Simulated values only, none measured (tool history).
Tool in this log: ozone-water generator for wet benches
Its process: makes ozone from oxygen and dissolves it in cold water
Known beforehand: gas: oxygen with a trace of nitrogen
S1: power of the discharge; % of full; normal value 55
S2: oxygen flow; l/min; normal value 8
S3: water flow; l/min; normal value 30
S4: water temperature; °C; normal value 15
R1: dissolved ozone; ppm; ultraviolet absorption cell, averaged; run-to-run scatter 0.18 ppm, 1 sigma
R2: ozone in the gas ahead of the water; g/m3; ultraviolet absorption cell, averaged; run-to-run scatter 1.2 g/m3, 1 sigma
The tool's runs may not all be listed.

run      day  S1    S2  S3  S4    R1     R2
  1        0  55     8  30  15  24.6  213.5
  2    5.488  55     8  30  15  24.1  213.6
  3    8.096  55     8  30  15  24.5  211.8
  4   14.171  55     8  30  15  24.1    213
  5   18.754  55     8  30  15  24.1  211.9
  6   22.238  55     8  30  15  24.4  211.8
  7       28  55     8  30  15  24.4  211.1
  8   30.658  55     8  30   7  26.8  212.2
  9   35.746  55     8  30  15  24.4  210.7
 10   38.258  55     8  30  15  24.3  209.7
 11   41.621  55   8.2  30  15  24.3  208.1
 12   46.638  56     8  30  15  24.6    212
 13   52.362  55  8.16  30  15  24.6  205.5
 14   56.333  55  8.16  30  15  24.3    206
 15   61.038  55     8  30  15    24  207.8
 16   67.062  55     8  30  12  25.1  210.1
 17     72.7  55     8  31  12  24.5  205.9
 18   77.229  53  5.14  31  14  23.4  271.5
 19   82.296  53  5.14  25  14  28.7  268.6
 20   86.096  53  4.57  24   9  31.6  294.2
 21     89.8  55  4.63  30   9  25.9  296.9
 22   94.025  74     8  30  15  30.6    266
 23   99.275  73  9.26  30  15  29.4  237.3
 24  101.792  45     8  35  15  17.9    183
 25  104.921  43  6.77  26  15  23.1  198.1
 26  109.667  43  6.77  26  15    23  198.5
 27  113.338  90  6.77  41  15  25.6  339.7
 28    118.6  71  6.77  41  15  21.4  285.3
 29  123.075  71  6.77  41  15  21.7  286.9
 30  128.067  71  6.77  41  15  21.4    283
 31  130.867  71  6.77  41  15  21.7    285
 32  135.842  71  6.77  41  15  21.2  284.6

Removed from this log: 1 entry logged between the listed runs. Between which two listed runs does each belong, and how does the tool's hidden state at the listed run before it compare with that at the listed run after it?
In the gap between runs 21 and 22: gauge calibrated (day 93.783)
  drift of the gauge itself on gas_g_m3, %: -2.68 -> -0.01
  measured minus no-state result, R2: -8.3 -> -0.1 g/m3
